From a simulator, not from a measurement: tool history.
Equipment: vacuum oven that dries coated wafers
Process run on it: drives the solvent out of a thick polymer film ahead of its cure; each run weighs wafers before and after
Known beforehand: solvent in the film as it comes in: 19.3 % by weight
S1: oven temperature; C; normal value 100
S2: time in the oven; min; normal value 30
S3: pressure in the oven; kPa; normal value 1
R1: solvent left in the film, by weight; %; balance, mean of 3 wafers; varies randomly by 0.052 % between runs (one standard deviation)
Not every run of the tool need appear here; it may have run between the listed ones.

| run | hour | S1 | S2 | S3 | R1 |
|---|---|---|---|---|---|
| 1 | 0 | 100 | 30 | 1 | 1.52 |
| 2 | 56.1 | 100 | 30 | 1 | 1.44 |
| 3 | 120.4 | 100 | 30 | 1 | 1.52 |
| 4 | 207.5 | 100 | 30 | 1 | 1.48 |
| 5 | 291.9 | 100 | 30 | 1 | 1.48 |
| 6 | 358.9 | 100 | 30 | 1 | 1.49 |
| 7 | 442.2 | 100 | 30 | 1 | 1.49 |
| 8 | 497 | 100 | 30 | 1 | 1.55 |
| 9 | 576.1 | 100 | 30 | 1 | 1.45 |
| 10 | 631.8 | 100 | 30 | 1 | 1.56 |
| 11 | 692.2 | 100 | 30 | 1 | 1.52 |
| 12 | 755.6 | 100 | 30 | 1 | 1.45 |
| 13 | 812.3 | 100 | 30 | 1 | 1.59 |
| 14 | 901 | 100 | 30 | 1 | 1.47 |
| 15 | 947.2 | 100 | 30 | 1 | 1.46 |
| 16 | 1009.8 | 100 | 30 | 2.67 | 2.42 |
| 17 | 1063.6 | 100 | 30 | 1 | 1.6 |
| 18 | 1153.7 | 100 | 30 | 1 | 1.39 |
| 19 | 1218.6 | 100 | 30 | 1 | 1.47 |
|  | 1287.2 | oven's thermocouples calibrated |
| 20 | 1299.4 | 100 | 30 | 1 | 1.56 |
| 21 | 1360.6 | 100 | 30 | 2.52 | 2.47 |
| 22 | 1425.7 | 98 | 22 | 0.58 | 2.68 |
| 23 | 1513.1 | 102 | 22 | 0.58 | 2.04 |
| 24 | 1575.4 | 86 | 45 | 1.33 | 2.77 |
| 25 | 1667.2 | 86 | 45 | 1.33 | 2.72 |
| 26 | 1721.9 | 86 | 45 | 1.33 | 2.81 |
| 27 | 1780.7 | 94 | 18 | 1.33 | 4.98 |
| 28 | 1842.1 | 115 | 30 | 2.24 | 0.89 |
| 29 | 1921.8 | 112 | 24 | 3.18 | 1.6 |
| 30 | 1968.7 | 112 | 24 | 3.18 | 1.62 |
| 31 | 2008 | 112 | 24 | 3.18 | 1.61 |
| 32 | 2083.5 | 112 | 42 | 3.18 | 1.25 |
| 33 | 2143 | 112 | 24 | 0.51 | 0.62 |
| 34 | 2231.9 | 112 | 24 | 0.51 | 0.67 |
| 35 | 2285.1 | 93 | 30 | 0.62 | 2.4 |
| 36 | 2369.3 | 93 | 32 | 2.38 | 3.38 |
| 37 | 2409 | 95 | 32 | 1.08 | 2.09 |
| 38 | 2484 | 112 | 32 | 1.08 | 0.48 |
| 39 | 2558 | 87 | 16 | 2.88 | 8.31 |
| 40 | 2628.6 | 92 | 30 | 1 | 2.81 |
| 41 | 2716.5 | 104 | 30 | 1 | 1.15 |
| 42 | 2808.4 | 86 | 30 | 2.06 | 5 |

4 options for the next run, each taken on its own from the tool as it stands now. Forecast them:
| A | 2874.7 | 86 | 25 | 1.71 | ? |
| B | 2874.7 | 86 | 38 | 3.97 | ? |
| C | 2874.7 | 89 | 20 | 0.73 | ? |
| D | 2874.7 | 100 | 38 | 0.75 | ? |

| run | R1 |
|---|---|
| A | 5.72 |
| B | 5.64 |
| C | 5.31 |
| D | 0.84 |
Take away the tool's hidden state, keep each run's random variation, and the runs would have read:
| run | R1 |
|---|---|
| A | 5.68 |
| B | 5.6 |
| C | 5.28 |
| D | 0.82 |

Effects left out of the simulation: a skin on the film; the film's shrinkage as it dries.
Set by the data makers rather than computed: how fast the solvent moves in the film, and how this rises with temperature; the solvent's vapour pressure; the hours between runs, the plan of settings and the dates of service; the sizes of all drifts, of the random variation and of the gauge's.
